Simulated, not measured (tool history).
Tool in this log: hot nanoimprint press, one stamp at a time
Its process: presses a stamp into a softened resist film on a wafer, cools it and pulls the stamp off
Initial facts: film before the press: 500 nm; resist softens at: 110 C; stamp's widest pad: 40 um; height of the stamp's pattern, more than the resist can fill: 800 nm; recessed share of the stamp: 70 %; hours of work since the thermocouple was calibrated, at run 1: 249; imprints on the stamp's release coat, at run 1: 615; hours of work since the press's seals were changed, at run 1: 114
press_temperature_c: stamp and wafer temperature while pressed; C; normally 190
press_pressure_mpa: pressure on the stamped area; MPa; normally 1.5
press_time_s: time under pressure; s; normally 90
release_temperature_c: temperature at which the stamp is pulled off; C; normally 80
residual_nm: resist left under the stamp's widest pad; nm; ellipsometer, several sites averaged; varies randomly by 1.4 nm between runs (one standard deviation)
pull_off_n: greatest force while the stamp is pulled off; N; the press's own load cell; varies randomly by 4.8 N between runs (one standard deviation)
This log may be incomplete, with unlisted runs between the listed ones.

| run | day | press_temperature_c | press_pressure_mpa | press_time_s | release_temperature_c | hours of work since the thermocouple was calibrated | imprints on the stamp's release coat | hours of work since the press's seals were changed | residual_nm | pull_off_n |
|---|---|---|---|---|---|---|---|---|---|---|
| 1 | 0 | 190 | 1.5 | 90 | 80 | 249 | 615 | 114 | 272.4 | 237 |
| 2 | 0.196 | 190 | 1.11 | 90 | 80 | 252 | 636 | 117 | 313.3 | 239 |
| 3 | 0.5 | 190 | 1.5 | 134 | 80 | 257 | 669 | 122 | 239 | 231 |
| 4 | 0.838 | 190 | 1.5 | 134 | 80 | 262 | 705 | 127 | 242 | 241 |
| 5 | 1.012 | 190 | 1.5 | 90 | 80 | 265 | 724 | 130 | 272.8 | 245 |
| 6 | 1.379 | 190 | 1.5 | 90 | 80 | 270 | 763 | 135 | 273 | 224 |
| 7 | 1.712 | 190 | 1.5 | 90 | 80 | 275 | 799 | 140 | 271.9 | 229 |
| 8 | 1.896 | 190 | 1.5 | 90 | 80 | 278 | 819 | 143 | 274.5 | 236 |
| 9 | 2.133 | 197 | 1.5 | 90 | 74 | 282 | 844 | 147 | 231.9 | 285 |
| 10 | 2.362 | 197 | 1.5 | 90 | 74 | 285 | 869 | 150 | 232.6 | 275 |
| 11 | 2.567 | 188 | 1.5 | 90 | 69 | 288 | 891 | 153 | 286.3 | 307 |
| 12 | 2.867 | 190 | 1.5 | 122 | 69 | 293 | 923 | 158 | 251.8 | 312 |
| 13 | 3.096 | 190 | 1.29 | 122 | 82 | 296 | 948 | 161 | 267.6 | 218 |
| 14 | 3.275 | 188 | 0.94 | 153 | 68 | 299 | 967 | 164 | 304.1 | 325 |
| 15 | 3.592 | 188 | 0.94 | 153 | 68 | 304 | 1002 | 169 | 302.3 | 321 |
| 16 | 3.867 | 186 | 2.35 | 68 | 80 | 308 | 1031 | 173 | 263.1 | 242 |

Forecast each of these 5 alternatives for the next run:
| A | 4.192 | 181 | 2.35 | 46 | 87 | 313 | 1066 | 178 | ? | ? |
| B | 4.192 | 182 | 2.35 | 64 | 84 | 313 | 1066 | 178 | ? | ? |
| C | 4.192 | 179 | 2.35 | 167 | 80 | 313 | 1066 | 178 | ? | ? |
| D | 4.192 | 186 | 2.35 | 68 | 80 | 313 | 1066 | 178 | ? | ? |
| E | 4.192 | 201 | 1.5 | 90 | 74 | 313 | 1066 | 178 | ? | ? |

| run | residual_nm | pull_off_n |
|---|---|---|
| A | 334 | 189 |
| B | 295.3 | 210 |
| C | 238.8 | 229 |
| D | 264.6 | 237 |
| E | 210.4 | 277 |
Without the tool's unlogged condition, the same runs would have read:
| run | residual_nm | pull_off_n |
|---|---|---|
| A | 330.3 | 189 |
| B | 292 | 209 |
| C | 236.1 | 228 |
| D | 261.7 | 236 |
| E | 208.1 | 276 |

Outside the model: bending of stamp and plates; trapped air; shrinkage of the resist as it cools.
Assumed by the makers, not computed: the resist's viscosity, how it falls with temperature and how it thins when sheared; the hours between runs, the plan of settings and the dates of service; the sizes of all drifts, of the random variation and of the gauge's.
